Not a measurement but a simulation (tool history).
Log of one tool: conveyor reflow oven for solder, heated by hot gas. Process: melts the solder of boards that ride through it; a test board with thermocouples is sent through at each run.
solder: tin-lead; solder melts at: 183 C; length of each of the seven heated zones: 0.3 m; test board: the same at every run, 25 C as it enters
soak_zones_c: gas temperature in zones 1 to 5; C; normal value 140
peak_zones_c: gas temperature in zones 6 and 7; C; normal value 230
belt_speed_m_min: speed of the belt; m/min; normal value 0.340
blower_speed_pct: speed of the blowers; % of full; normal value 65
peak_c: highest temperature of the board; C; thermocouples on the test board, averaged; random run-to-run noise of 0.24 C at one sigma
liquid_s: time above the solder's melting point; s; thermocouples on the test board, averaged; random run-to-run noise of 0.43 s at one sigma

Run 1, hour 0.0: usual settings. Result: peak_c 220.3 C, liquid_s 86.7 s.
Run 2, hour 53.1: usual settings. Result: peak_c 220.0 C, liquid_s 87.4 s.
Run 3, hour 112.9: usual settings. Result: peak_c 220.0 C, liquid_s 86.6 s.
Run 4, hour 169.7: usual settings. Result: peak_c 220.0 C, liquid_s 87.5 s.
Run 5, hour 221.6: usual settings. Result: peak_c 220.0 C, liquid_s 86.8 s.
Run 6, hour 254.0: usual settings. Result: peak_c 220.2 C, liquid_s 86.9 s.
Run 7, hour 300.6: usual settings but soak_zones_c 152 C. Result: peak_c 221.2 C, liquid_s 94.1 s.
Run 8, hour 342.8: usual settings but soak_zones_c 152 C. Result: peak_c 220.9 C, liquid_s 94.2 s.
Run 9, hour 403.1: usual settings but belt_speed_m_min 0.381 m/min. Result: peak_c 216.0 C, liquid_s 73.3 s.
Run 10, hour 456.6: usual settings but belt_speed_m_min 0.381 m/min. Result: peak_c 216.2 C, liquid_s 72.6 s.
Run 11, hour 516.2: usual settings but belt_speed_m_min 0.378 m/min. Result: peak_c 216.8 C, liquid_s 73.9 s.
Run 12, hour 540.8: usual settings. Result: peak_c 218.9 C, liquid_s 86.6 s.
Run 13, hour 595.0: usual settings. Result: peak_c 218.7 C, liquid_s 85.4 s.
Run 14, hour 625.7: usual settings. Result: peak_c 219.1 C, liquid_s 86.0 s.
Run 15, hour 661.6: usual settings. Result: peak_c 219.0 C, liquid_s 86.4 s.
Run 16, hour 716.9: usual settings. Result: peak_c 218.8 C, liquid_s 85.0 s.
Run 17, hour 747.1: usual settings but blower_speed_pct 57 % of full. Result: peak_c 217.9 C, liquid_s 83.7 s.
At hour 770.6: flux residue cleaned out of gas plates and filters.
Run 18, hour 786.7: usual settings but blower_speed_pct 57 % of full. Result: peak_c 219.5 C, liquid_s 86.5 s.
Run 19, hour 812.5: usual settings but soak_zones_c 143 C, blower_speed_pct 84 % of full. Result: peak_c 222.9 C, liquid_s 92.4 s.
Run 20, hour 842.7: usual settings but peak_zones_c 225 C, belt_speed_m_min 0.388 m/min, blower_speed_pct 60 % of full. Result: peak_c 211.4 C, liquid_s 67.2 s.
Run 21, hour 868.8: usual settings but peak_zones_c 225 C, belt_speed_m_min 0.388 m/min, blower_speed_pct 60 % of full. Result: peak_c 211.9 C, liquid_s 66.7 s.
Run 22, hour 896.6: usual settings but peak_zones_c 225 C, belt_speed_m_min 0.388 m/min, blower_speed_pct 60 % of full. Result: peak_c 211.5 C, liquid_s 66.4 s.
Run 23, hour 927.5: usual settings but peak_zones_c 226 C. Result: peak_c 217.0 C, liquid_s 83.4 s.
Run 24, hour 984.4: usual settings but soak_zones_c 136 C. Result: peak_c 219.7 C, liquid_s 84.7 s.
Run 25, hour 1015.4: usual settings but soak_zones_c 136 C. Result: peak_c 219.6 C, liquid_s 84.2 s.
Run 26, hour 1060.7: usual settings but soak_zones_c 136 C. Result: peak_c 219.7 C, liquid_s 85.0 s.
Run 27, hour 1098.9: usual settings but soak_zones_c 127 C, peak_zones_c 233 C, belt_speed_m_min 0.410 m/min, blower_speed_pct 73 % of full. Result: peak_c 216.0 C, liquid_s 63.0 s.
Run 28, hour 1149.1: usual settings but soak_zones_c 127 C, peak_zones_c 233 C, belt_speed_m_min 0.410 m/min, blower_speed_pct 73 % of full. Result: peak_c 216.4 C, liquid_s 62.4 s.
Run 29, hour 1194.9: usual settings but soak_zones_c 127 C, peak_zones_c 233 C, belt_speed_m_min 0.410 m/min, blower_speed_pct 73 % of full. Result: peak_c 216.0 C, liquid_s 62.2 s.
At hour 1220.4: belt drive overhauled, speed set with a stopwatch.
Run 30, hour 1237.2: usual settings but soak_zones_c 130 C, peak_zones_c 219 C. Result: peak_c 207.8 C, liquid_s 64.6 s.
Run 31, hour 1275.9: usual settings but peak_zones_c 240 C, belt_speed_m_min 0.321 m/min, blower_speed_pct 55 % of full. Result: peak_c 228.5 C, liquid_s 97.0 s.

Consider 4 possible next runs. They are alternatives, not a sequence: every one starts from the tool as it was left by run 31. What does each give?
Run A, hour 1306.7: usual settings but peak_zones_c 222 C, belt_speed_m_min 0.311 m/min, blower_speed_pct 55 % of full. Result: peak_c ?, liquid_s ?.
Run B, hour 1306.7: usual settings but peak_zones_c 232 C. Result: peak_c ?, liquid_s ?.
Run C, hour 1306.7: usual settings but blower_speed_pct 58 % of full. Result: peak_c ?, liquid_s ?.
Run D, hour 1306.7: usual settings but peak_zones_c 241 C. Result: peak_c ?, liquid_s ?.

run  peak_c  liquid_s
  A   212.5      84.4
  B   220.7      84.8
  C   217.6      81.8
  D   228.8      92.0
The same runs, with their run-to-run variation unchanged, on a tool lacking any hidden condition would have given:
run  peak_c  liquid_s
  A   212.9      85.8
  B   221.5      86.1
  C   218.4      83.0
  D   229.7      92.9

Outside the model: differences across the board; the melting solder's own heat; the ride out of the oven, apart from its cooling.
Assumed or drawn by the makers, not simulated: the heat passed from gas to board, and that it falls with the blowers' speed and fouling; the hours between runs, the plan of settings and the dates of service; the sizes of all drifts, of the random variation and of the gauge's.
